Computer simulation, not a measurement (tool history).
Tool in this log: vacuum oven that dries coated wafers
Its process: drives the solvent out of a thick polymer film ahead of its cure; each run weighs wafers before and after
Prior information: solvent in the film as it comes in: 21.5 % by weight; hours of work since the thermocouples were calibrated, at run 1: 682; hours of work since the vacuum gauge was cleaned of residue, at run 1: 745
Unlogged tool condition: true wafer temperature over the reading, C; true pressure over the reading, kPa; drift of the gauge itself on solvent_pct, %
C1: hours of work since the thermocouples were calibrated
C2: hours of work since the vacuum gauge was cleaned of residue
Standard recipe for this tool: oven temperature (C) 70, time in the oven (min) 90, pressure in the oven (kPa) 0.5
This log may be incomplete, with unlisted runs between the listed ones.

Run 1, hour 0: usual settings; C1 682; C2 745. Result: solvent left in the film (%) 1.37.
Run 2, hour 27.2: usual settings but pressure in the oven (kPa) 0.961; C1 698; C2 761. Result: solvent left in the film (%) 1.65.
Run 3, hour 59.4: usual settings but oven temperature (C) 58; C1 716; C2 779. Result: solvent left in the film (%) 5.43.
Run 4, hour 77.4: usual settings but oven temperature (C) 58; C1 726; C2 790. Result: solvent left in the film (%) 5.48.
Run 5, hour 109.3: usual settings but oven temperature (C) 58; C1 745; C2 808. Result: solvent left in the film (%) 5.53.
Run 6, hour 128.6: usual settings but pressure in the oven (kPa) 0.46; C1 756; C2 819. Result: solvent left in the film (%) 1.3.
Run 7, hour 156: usual settings; C1 772; C2 835. Result: solvent left in the film (%) 1.4.
At hour 160: oven's thermocouples calibrated.
Run 8, hour 171.9: usual settings; C1 7; C2 843. Result: solvent left in the film (%) 1.45.
Run 9, hour 198.5: usual settings; C1 22; C2 858. Result: solvent left in the film (%) 1.45.
Run 10, hour 221.7: usual settings but pressure in the oven (kPa) 1.727; C1 35; C2 871. Result: solvent left in the film (%) 2.42.
Run 11, hour 245.2: usual settings but pressure in the oven (kPa) 1.727; C1 49; C2 885. Result: solvent left in the film (%) 2.41.
Run 12, hour 266.1: usual settings but pressure in the oven (kPa) 1.727; C1 61; C2 897. Result: solvent left in the film (%) 2.45.
Run 13, hour 288.1: usual settings but pressure in the oven (kPa) 1.727; C1 74; C2 910. Result: solvent left in the film (%) 2.61.
Run 14, hour 314: usual settings but pressure in the oven (kPa) 1.727; C1 89; C2 925. Result: solvent left in the film (%) 2.5.
Run 15, hour 327.6: usual settings but oven temperature (C) 60, time in the oven (min) 149, pressure in the oven (kPa) 1.727; C1 96; C2 932. Result: solvent left in the film (%) 3.99.
At hour 334.9: oven's thermocouples calibrated, once more.
Run 16, hour 353.4: usual settings but oven temperature (C) 60, time in the oven (min) 149, pressure in the oven (kPa) 1.727; C1 11; C2 946. Result: solvent left in the film (%) 3.66.
Run 17, hour 378: usual settings but oven temperature (C) 60, time in the oven (min) 149, pressure in the oven (kPa) 1.727; C1 25; C2 960. Result: solvent left in the film (%) 3.66.
Run 18, hour 408.5: usual settings but oven temperature (C) 60, time in the oven (min) 149, pressure in the oven (kPa) 1.727; C1 42; C2 978. Result: solvent left in the film (%) 3.64.
Run 19, hour 424.3: usual settings but oven temperature (C) 60, time in the oven (min) 149, pressure in the oven (kPa) 1.727; C1 51; C2 987. Result: solvent left in the film (%) 3.64.
Run 20, hour 442.5: usual settings but oven temperature (C) 75, time in the oven (min) 60, pressure in the oven (kPa) 0.497; C1 62; C2 997. Result: solvent left in the film (%) 1.21.
Run 21, hour 457: usual settings but oven temperature (C) 75, time in the oven (min) 60, pressure in the oven (kPa) 0.497; C1 70; C2 1005. Result: solvent left in the film (%) 1.17.
Run 22, hour 477: usual settings but oven temperature (C) 75, time in the oven (min) 60, pressure in the oven (kPa) 0.497; C1 82; C2 1017. Result: solvent left in the film (%) 1.24.
Run 23, hour 508.8: usual settings but oven temperature (C) 75, time in the oven (min) 60, pressure in the oven (kPa) 0.497; C1 100; C2 1035. Result: solvent left in the film (%) 1.21.
Run 24, hour 537.5: usual settings but oven temperature (C) 75, time in the oven (min) 78, pressure in the oven (kPa) 0.371; C1 116; C2 1052. Result: solvent left in the film (%) 0.79.
Run 25, hour 561: usual settings but oven temperature (C) 76; C1 130; C2 1065. Result: solvent left in the film (%) 0.7.

Results for each run, recomputed without the tool's hidden state and with each run's random variation untouched:
run  solvent left in the film (%)
  1                          1.02
  2                           1.3
  3                           4.8
  4                          4.84
  5                          4.87
  6                          0.92
  7                          1.01
  8                          1.02
  9                          1.01
 10                          1.95
 11                          1.94
 12                          1.96
 13                          2.11
 14                          2.01
 15                          3.22
 16                          3.29
 17                          3.27
 18                          3.24
 19                          3.23
 20                          0.98
 21                          0.94
 22                             1
 23                          0.97
 24                          0.51
 25                          0.42
